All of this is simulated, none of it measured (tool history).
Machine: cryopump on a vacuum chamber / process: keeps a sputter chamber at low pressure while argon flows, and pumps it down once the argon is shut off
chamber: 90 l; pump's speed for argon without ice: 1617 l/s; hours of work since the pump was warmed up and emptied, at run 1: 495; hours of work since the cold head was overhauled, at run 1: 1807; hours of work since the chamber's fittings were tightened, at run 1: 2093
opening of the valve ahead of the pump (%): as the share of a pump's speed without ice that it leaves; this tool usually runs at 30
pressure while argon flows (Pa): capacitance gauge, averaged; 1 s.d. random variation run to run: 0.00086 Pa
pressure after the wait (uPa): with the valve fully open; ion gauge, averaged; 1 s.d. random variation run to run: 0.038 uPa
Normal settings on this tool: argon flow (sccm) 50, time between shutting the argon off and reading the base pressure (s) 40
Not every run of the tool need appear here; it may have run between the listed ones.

run	hour	argon flow (sccm)	time between shutting the argon off and reading the base pressure (s)	opening of the valve ahead of the pump (%)	hours of work since the pump was warmed up and emptied	hours of work since the cold head was overhauled	hours of work since the chamber's fittings were tightened	pressure while argon flows (Pa)	pressure after the wait (uPa)
1	0.0	50	40	30	495	1807	2093	0.1865	3.43
2	93.9	50	40	30	547	1860	2146	0.1876	3.47
3	170.4	50	40	30	590	1902	2188	0.1884	3.30
# hour 221.6: pump warmed up, emptied and cooled again
4	261.0	50	169	30	22	1950	2236	0.1765	1.73
5	347.3	50	169	30	70	1998	2284	0.1770	1.80
6	400.7	62	40	30	100	2028	2314	0.2182	3.32
7	455.5	50	40	30	130	2058	2344	0.1783	3.30
8	513.4	50	36	30	163	2090	2377	0.1774	3.52
9	576.3	50	40	30	198	2126	2412	0.1800	3.36
# hour 584.1: leaking fittings of the chamber tightened, without venting
10	643.7	59	40	30	234	2162	33	0.2109	2.20
11	686.1	59	40	30	258	2186	57	0.2139	2.25
12	743.8	50	40	30	290	2218	89	0.1812	2.25
13	784.9	50	40	30	313	2241	112	0.1821	2.22
14	844.1	42	40	30	346	2274	145	0.1532	2.32
15	892.9	42	40	30	373	2301	172	0.1535	2.32
16	937.2	50	129	30	397	2325	197	0.1820	0.95
17	979.3	50	129	30	421	2349	220	0.1839	1.00
18	1067.5	86	129	53	470	2398	269	0.1882	1.04
19	1126.7	86	129	25	503	2431	302	0.3803	1.05
20	1201.0	86	34	20	544	2472	344	0.4732	2.76
21	1248.6	50	40	29	571	2499	370	0.1942	2.44
22	1315.5	50	39	34	608	2536	407	0.1700	2.56
# hour 1333.4: pump warmed up, emptied and cooled again
23	1407.2	37	40	30	41	2584	456	0.1319	2.38
24	1480.4	50	181	30	82	2625	496	0.1773	0.91
25	1547.8	60	40	60	119	2663	534	0.1103	2.48
26	1619.4	23	40	17	159	2703	574	0.1437	2.49
27	1680.7	71	268	21	193	2737	608	0.3624	0.90
28	1742.1	25	40	32	228	2771	642	0.0848	2.50
29	1793.3	63	40	30	256	2800	671	0.2287	2.53
30	1879.6	28	40	23	304	2848	719	0.1324	2.51
31	1951.5	36	25	30	344	2888	759	0.1305	3.74
32	2013.7	25	38	46	379	2922	794	0.0617	2.71
33	2107.3	98	198	26	431	2974	846	0.4150	1.07
34	2202.9	26	40	30	484	3028	899	0.0957	2.67

Branching from run 34: 3 alternative next runs. What would each branch give?
A	2298.5	25	40	30	538	3081	952	?	?
B	2298.5	96	103	30	538	3081	952	?	?
C	2298.5	50	32	30	538	3081	952	?	?

run	pressure while argon flows (Pa)	pressure after the wait (uPa)
A	0.0941	2.78
B	0.3575	1.55
C	0.1865	3.28
Without the tool's unlogged condition, the same runs would have read:
run	pressure while argon flows (Pa)	pressure after the wait (uPa)
A	0.0873	2.14
B	0.3317	0.92
C	0.1731	2.64
